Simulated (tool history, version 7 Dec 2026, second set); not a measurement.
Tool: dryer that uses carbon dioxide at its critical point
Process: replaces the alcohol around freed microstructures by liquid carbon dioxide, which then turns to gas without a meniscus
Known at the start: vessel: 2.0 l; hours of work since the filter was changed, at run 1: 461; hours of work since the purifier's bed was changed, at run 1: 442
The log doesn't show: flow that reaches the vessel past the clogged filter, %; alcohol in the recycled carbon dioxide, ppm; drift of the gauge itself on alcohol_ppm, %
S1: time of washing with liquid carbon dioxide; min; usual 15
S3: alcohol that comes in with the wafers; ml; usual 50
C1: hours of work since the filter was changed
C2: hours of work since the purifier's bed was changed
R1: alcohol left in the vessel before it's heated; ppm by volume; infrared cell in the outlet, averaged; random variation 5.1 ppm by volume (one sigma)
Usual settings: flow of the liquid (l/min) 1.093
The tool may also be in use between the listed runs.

run 1 hour=0 | S1=15 flow_of_the_liquid_(l/min)=1.093 S3=50 | C1=461 C2=442 | R1=188
run 2 hour=9.1 | S1=15 flow_of_the_liquid_(l/min)=1.093 S3=50 | C1=468 C2=449 | R1=183
-- hour=23.2 inlet filter changed
run 3 hour=23.2 | S1=15 flow_of_the_liquid_(l/min)=1.2 S3=50 | C1=0 C2=458 | R1=101
run 4 hour=36 | S1=15 flow_of_the_liquid_(l/min)=1.2 S3=50 | C1=10 C2=468 | R1=96
run 5 hour=46 | S1=15 flow_of_the_liquid_(l/min)=1.093 S3=61 | C1=17 C2=476 | R1=131
run 6 hour=57.7 | S1=12 flow_of_the_liquid_(l/min)=1.093 S3=50 | C1=26 C2=485 | R1=240
run 7 hour=72.4 | S1=12 flow_of_the_liquid_(l/min)=1.093 S3=50 | C1=37 C2=496 | R1=250
run 8 hour=80.6 | S1=12 flow_of_the_liquid_(l/min)=1.093 S3=50 | C1=44 C2=502 | R1=254
run 9 hour=95.3 | S1=12 flow_of_the_liquid_(l/min)=1.093 S3=50 | C1=55 C2=513 | R1=251
run 10 hour=104.3 | S1=12 flow_of_the_liquid_(l/min)=1.093 S3=50 | C1=62 C2=520 | R1=256
run 11 hour=116.5 | S1=10 flow_of_the_liquid_(l/min)=1.093 S3=50 | C1=71 C2=529 | R1=495
run 12 hour=131.8 | S1=10 flow_of_the_liquid_(l/min)=1.093 S3=50 | C1=83 C2=541 | R1=513
run 13 hour=145.6 | S1=10 flow_of_the_liquid_(l/min)=1.093 S3=50 | C1=93 C2=551 | R1=509
run 14 hour=159.6 | S1=13 flow_of_the_liquid_(l/min)=1.093 S3=50 | C1=104 C2=562 | R1=206
run 15 hour=172.4 | S1=13 flow_of_the_liquid_(l/min)=1.093 S3=50 | C1=113 C2=572 | R1=209
run 16 hour=184.1 | S1=13 flow_of_the_liquid_(l/min)=1.093 S3=50 | C1=122 C2=581 | R1=220
run 17 hour=197.2 | S1=13 flow_of_the_liquid_(l/min)=1.093 S3=50 | C1=132 C2=591 | R1=226
run 18 hour=215.9 | S1=15 flow_of_the_liquid_(l/min)=1.093 S3=50 | C1=147 C2=605 | R1=155
run 19 hour=229 | S1=15 flow_of_the_liquid_(l/min)=1.093 S3=50 | C1=156 C2=615 | R1=154
run 20 hour=241.4 | S1=15 flow_of_the_liquid_(l/min)=0.9 S3=50 | C1=166 C2=624 | R1=265
run 21 hour=258 | S1=15 flow_of_the_liquid_(l/min)=0.9 S3=50 | C1=179 C2=637 | R1=263
run 22 hour=275.8 | S1=15 flow_of_the_liquid_(l/min)=0.9 S3=50 | C1=192 C2=651 | R1=282
run 23 hour=291.5 | S1=11 flow_of_the_liquid_(l/min)=1.093 S3=81 | C1=204 C2=662 | R1=627
run 24 hour=302.4 | S1=11 flow_of_the_liquid_(l/min)=1.093 S3=34 | C1=212 C2=671 | R1=323
run 25 hour=314.8 | S1=17 flow_of_the_liquid_(l/min)=1.15 S3=56 | C1=222 C2=680 | R1=130
run 26 hour=330 | S1=11 flow_of_the_liquid_(l/min)=1.77 S3=85 | C1=233 C2=692 | R1=145
run 27 hour=347.1 | S1=15 flow_of_the_liquid_(l/min)=1.51 S3=50 | C1=246 C2=705 | R1=118
run 28 hour=363.7 | S1=15 flow_of_the_liquid_(l/min)=1.51 S3=50 | C1=259 C2=717 | R1=124
run 29 hour=375.5 | S1=13 flow_of_the_liquid_(l/min)=1.2 S3=31 | C1=268 C2=726 | R1=172
run 30 hour=384.7 | S1=15 flow_of_the_liquid_(l/min)=0.85 S3=60 | C1=275 C2=733 | R1=440
run 31 hour=402.9 | S1=11 flow_of_the_liquid_(l/min)=1.54 S3=54 | C1=289 C2=747 | R1=188
run 32 hour=419.9 | S1=11 flow_of_the_liquid_(l/min)=1.54 S3=54 | C1=302 C2=760 | R1=184
run 33 hour=436.3 | S1=11 flow_of_the_liquid_(l/min)=1.54 S3=54 | C1=314 C2=773 | R1=190
run 34 hour=445.7 | S1=14 flow_of_the_liquid_(l/min)=1.48 S3=54 | C1=321 C2=780 | R1=143
run 35 hour=456.6 | S1=14 flow_of_the_liquid_(l/min)=1.48 S3=57 | C1=330 C2=788 | R1=134
run 36 hour=465.7 | S1=17 flow_of_the_liquid_(l/min)=1.7 S3=27 | C1=336 C2=795 | R1=115
run 37 hour=478.3 | S1=17 flow_of_the_liquid_(l/min)=1.7 S3=27 | C1=346 C2=804 | R1=118
run 38 hour=493.8 | S1=17 flow_of_the_liquid_(l/min)=1.7 S3=27 | C1=358 C2=816 | R1=123
run 39 hour=509.6 | S1=22 flow_of_the_liquid_(l/min)=0.75 S3=22 | C1=370 C2=828 | R1=165
run 40 hour=519.9 | S1=22 flow_of_the_liquid_(l/min)=0.75 S3=22 | C1=378 C2=836 | R1=151
run 41 hour=531.5 | S1=10 flow_of_the_liquid_(l/min)=1.3 S3=37 | C1=386 C2=845 | R1=348
run 42 hour=545.5 | S1=15 flow_of_the_liquid_(l/min)=1.41 S3=50 | C1=397 C2=856 | R1=152
run 43 hour=553.4 | S1=13 flow_of_the_liquid_(l/min)=0.82 S3=50 | C1=403 C2=862 | R1=784
run 44 hour=569.2 | S1=15 flow_of_the_liquid_(l/min)=1.75 S3=50 | C1=415 C2=874 | R1=132

Measured less the same run without the tool's hidden state. The same run-to-run variation is in both; the gauge's scatter may not be:
run=1 R1=+128
run=2 R1=+131
run=3 R1=+66
run=4 R1=+66
run=5 R1=+68
run=6 R1=+75
run=7 R1=+82
run=8 R1=+82
run=9 R1=+87
run=10 R1=+90
run=11 R1=+112
run=12 R1=+120
run=13 R1=+128
run=14 R1=+99
run=15 R1=+102
run=16 R1=+104
run=17 R1=+110
run=18 R1=+100
run=19 R1=+100
run=20 R1=+129
run=21 R1=+134
run=22 R1=+140
run=23 R1=+223
run=24 R1=+153
run=25 R1=+107
run=26 R1=+113
run=27 R1=+105
run=28 R1=+110
run=29 R1=+130
run=30 R1=+213
run=31 R1=+138
run=32 R1=+141
run=33 R1=+144
run=34 R1=+122
run=35 R1=+124
run=36 R1=+113
run=37 R1=+113
run=38 R1=+117
run=39 R1=+136
run=40 R1=+136
run=41 R1=+216
run=42 R1=+135
run=43 R1=+375
run=44 R1=+125

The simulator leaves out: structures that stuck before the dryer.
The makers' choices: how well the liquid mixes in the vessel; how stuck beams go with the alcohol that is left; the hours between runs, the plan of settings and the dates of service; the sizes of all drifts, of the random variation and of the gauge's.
